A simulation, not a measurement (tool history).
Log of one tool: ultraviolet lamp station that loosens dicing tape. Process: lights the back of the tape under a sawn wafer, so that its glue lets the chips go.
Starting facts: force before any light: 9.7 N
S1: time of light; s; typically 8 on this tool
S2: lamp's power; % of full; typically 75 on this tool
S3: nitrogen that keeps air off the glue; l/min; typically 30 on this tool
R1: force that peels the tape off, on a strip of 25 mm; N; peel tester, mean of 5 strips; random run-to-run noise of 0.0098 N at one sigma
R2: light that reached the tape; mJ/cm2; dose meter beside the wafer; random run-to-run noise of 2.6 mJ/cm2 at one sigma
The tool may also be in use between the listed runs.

Run 1, hour 0.0: usual settings. Result: R1 0.513 N, R2 299 mJ/cm2.
Run 2, hour 25.1: usual settings. Result: R1 0.514 N, R2 295 mJ/cm2.
Run 3, hour 54.0: usual settings. Result: R1 0.524 N, R2 297 mJ/cm2.
Run 4, hour 82.2: usual settings. Result: R1 0.510 N, R2 297 mJ/cm2.
Run 5, hour 116.9: usual settings but S1 6 s. Result: R1 1.004 N, R2 220 mJ/cm2.
Run 6, hour 133.6: usual settings but S1 6 s. Result: R1 1.017 N, R2 216 mJ/cm2.
Run 7, hour 169.5: usual settings but S1 6 s. Result: R1 1.017 N, R2 224 mJ/cm2.
Run 8, hour 203.0: usual settings but S1 6 s. Result: R1 1.029 N, R2 216 mJ/cm2.
Run 9, hour 221.9: usual settings but S1 6 s. Result: R1 1.064 N, R2 217 mJ/cm2.
Run 10, hour 240.1: usual settings but S2 79 % of full. Result: R1 0.477 N, R2 303 mJ/cm2.
Run 11, hour 275.2: usual settings but S2 94 % of full. Result: R1 0.321 N, R2 357 mJ/cm2.
Run 12, hour 298.9: usual settings but S2 99 % of full. Result: R1 0.296 N, R2 374 mJ/cm2.
Run 13, hour 315.6: usual settings but S2 70 % of full. Result: R1 0.661 N, R2 260 mJ/cm2.
Run 14, hour 336.6: usual settings but S1 13 s, S2 70 % of full. Result: R1 0.206 N, R2 424 mJ/cm2.
Run 15, hour 352.9: usual settings but S1 13 s, S2 70 % of full. Result: R1 0.216 N, R2 424 mJ/cm2.
Run 16, hour 375.3: usual settings. Result: R1 0.600 N, R2 280 mJ/cm2.
Run 17, hour 397.1: usual settings. Result: R1 0.601 N, R2 283 mJ/cm2.
Run 18, hour 412.3: usual settings. Result: R1 0.588 N, R2 276 mJ/cm2.
Run 19, hour 436.3: usual settings. Result: R1 0.629 N, R2 273 mJ/cm2.
Run 20, hour 459.4: usual settings but S2 67 % of full. Result: R1 0.784 N, R2 248 mJ/cm2.
Run 21, hour 490.7: usual settings but S2 67 % of full. Result: R1 0.802 N, R2 245 mJ/cm2.
Run 22, hour 515.8: usual settings but S2 67 % of full. Result: R1 0.817 N, R2 246 mJ/cm2.
Run 23, hour 540.0: usual settings but S1 5 s, S2 92 % of full, S3 27 l/min. Result: R1 1.186 N, R2 207 mJ/cm2.
Run 24, hour 570.1: usual settings but S1 5 s, S2 92 % of full, S3 27 l/min. Result: R1 1.183 N, R2 205 mJ/cm2.
Run 25, hour 591.9: usual settings but S1 6 s, S2 92 % of full, S3 28 l/min. Result: R1 0.844 N, R2 251 mJ/cm2.
Run 26, hour 626.1: usual settings but S2 86 % of full. Result: R1 0.466 N, R2 309 mJ/cm2.
Run 27, hour 653.2: usual settings but S1 6 s, S2 86 % of full, S3 49 l/min. Result: R1 0.638 N, R2 228 mJ/cm2.
Run 28, hour 676.4: usual settings but S1 6 s, S2 86 % of full, S3 49 l/min. Result: R1 0.661 N, R2 228 mJ/cm2.
At hour 709.1: window cleaned of glue's vapour.
Run 29, hour 713.0: usual settings but S1 4 s, S2 69 % of full. Result: R1 2.417 N, R2 133 mJ/cm2.
Run 30, hour 741.3: usual settings but S2 61 % of full, S3 34 l/min. Result: R1 0.805 N, R2 234 mJ/cm2.
Run 31, hour 761.2: usual settings but S1 15 s, S2 96 % of full, S3 12 l/min. Result: R1 0.173 N, R2 691 mJ/cm2.
Run 32, hour 796.9: usual settings but S1 6 s. Result: R1 1.086 N, R2 213 mJ/cm2.
Run 33, hour 817.6: usual settings but S1 6 s. Result: R1 1.079 N, R2 212 mJ/cm2.
Run 34, hour 847.7: usual settings but S1 13 s, S2 76 % of full, S3 15 l/min. Result: R1 0.326 N, R2 469 mJ/cm2.
Run 35, hour 876.3: usual settings but S1 13 s, S2 82 % of full, S3 15 l/min. Result: R1 0.270 N, R2 499 mJ/cm2.
Run 36, hour 894.6: usual settings but S1 13 s, S2 82 % of full, S3 15 l/min. Result: R1 0.262 N, R2 495 mJ/cm2.
Run 37, hour 910.1: usual settings but S1 11 s, S2 78 % of full, S3 58 l/min. Result: R1 0.168 N, R2 400 mJ/cm2.
Run 38, hour 938.5: usual settings but S1 9 s, S2 79 % of full, S3 58 l/min. Result: R1 0.254 N, R2 325 mJ/cm2.
Run 39, hour 966.0: usual settings but S1 9 s, S2 79 % of full, S3 58 l/min. Result: R1 0.245 N, R2 325 mJ/cm2.
Run 40, hour 991.2: usual settings but S1 9 s, S2 81 % of full, S3 58 l/min. Result: R1 0.231 N, R2 339 mJ/cm2.
Run 41, hour 1025.5: usual settings but S1 9 s, S2 81 % of full, S3 58 l/min. Result: R1 0.220 N, R2 336 mJ/cm2.

Run 42 has not been measured yet. What should we expect?
Run 42, hour 1054.1: usual settings but S1 11 s, S2 71 % of full. Result: R1 ?, R2 ?.

{"run 42": {"R1": 0.323, "R2": 360}}
Had the tool carried no hidden state, the very same run would have given R1 0.224 N, R2 421 mJ/cm2.

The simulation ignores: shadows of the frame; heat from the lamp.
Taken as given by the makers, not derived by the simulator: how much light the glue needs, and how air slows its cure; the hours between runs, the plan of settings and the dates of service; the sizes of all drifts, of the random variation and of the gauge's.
